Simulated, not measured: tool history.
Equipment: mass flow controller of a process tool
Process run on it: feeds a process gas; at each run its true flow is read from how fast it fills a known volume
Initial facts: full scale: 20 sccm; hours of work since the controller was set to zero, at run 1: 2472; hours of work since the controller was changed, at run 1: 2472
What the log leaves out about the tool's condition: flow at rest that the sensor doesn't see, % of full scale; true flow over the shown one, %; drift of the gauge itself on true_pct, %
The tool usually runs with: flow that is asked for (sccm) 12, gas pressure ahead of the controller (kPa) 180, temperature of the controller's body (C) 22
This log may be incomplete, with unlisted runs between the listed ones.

run	hour	flow that is asked for (sccm)	gas pressure ahead of the controller (kPa)	temperature of the controller's body (C)	hours of work since the controller was set to zero	hours of work since the controller was changed	true flow (%)
1	0	12	180	22	2472	2472	99.17
2	118.5	12	180	22	2565	2565	99.06
3	240.1	12	180	21	2661	2661	99.07
4	309.8	12	180	21	2715	2715	99.1
5	451.6	12	180	34	2827	2827	98.76
6	589.7	12	180	22	2935	2935	98.99
7	724.8	12	180	22	3042	3042	99.09
8	821.2	12	180	22	3117	3117	99.2
9	952.7	12	240	22	3221	3221	99.23
10	1080.6	12	240	22	3321	3321	99.36
11	1238.6	12	240	22	3446	3446	99.2
12	1405.2	12	240	22	3577	3577	99.34
# hour 1417.1: controller's zero set anew
13	1491.1	12	240	22	58	3644	99.01
14	1628.4	12	240	22	166	3752	99.09
15	1732.2	12	180	22	248	3833	99.01
16	1836.8	12	180	22	330	3915	98.83
17	1999.3	12	180	22	458	4043	98.9
18	2119.3	4	180	22	552	4137	95.4
# hour 2134: controller's zero set anew, once more
19	2207.6	4	180	22	58	4206	99.12
20	2278.3	12	180	22	113	4262	100.11
21	2378.4	12	180	22	192	4341	100.15
22	2497.9	12	180	22	286	4435	100.17
23	2617	12	233	29	380	4528	100.13
24	2694.3	19	217	28	440	4589	101.01
25	2800.9	12	182	22	524	4673	100.06
26	2910.3	13	188	21	610	4759	100.27
27	3073.9	13	188	23	739	4887	100.29
28	3164.1	13	188	23	810	4958	100.28
29	3312.1	8	268	31	926	5075	99.54
30	3469.4	8	268	31	1050	5198	99.51
31	3633.9	4	268	39	1179	5328	98.57
32	3753.5	4	268	39	1273	5422	98.43
33	3834.8	4	206	30	1337	5486	98.32
34	3950.2	4	206	30	1428	5576	98.44
35	4109.5	5	197	22	1553	5702	98.93
36	4241.5	7	229	33	1657	5805	99.18
37	4340.7	12	203	25	1735	5883	100.18
38	4477.1	12	180	30	1842	5991	100.02
39	4551.3	7	231	23	1900	6049	99.42
40	4695.7	7	159	26	2014	6162	99.22
41	4849	7	159	26	2134	6283	99.12
42	5013.8	2	192	26	2264	6412	96.49

Forecast each of these 3 alternatives for the next run:
A	5139.9	13	192	21	2363	6512	?
B	5139.9	12	233	30	2363	6512	?
C	5139.9	12	144	22	2363	6512	?

run	true flow (%)
A	100.61
B	100.12
C	100.05
With the hidden condition removed and each run's random variation left untouched, the same runs would have given:
run	true flow (%)
A	99.3
B	98.85
C	98.78
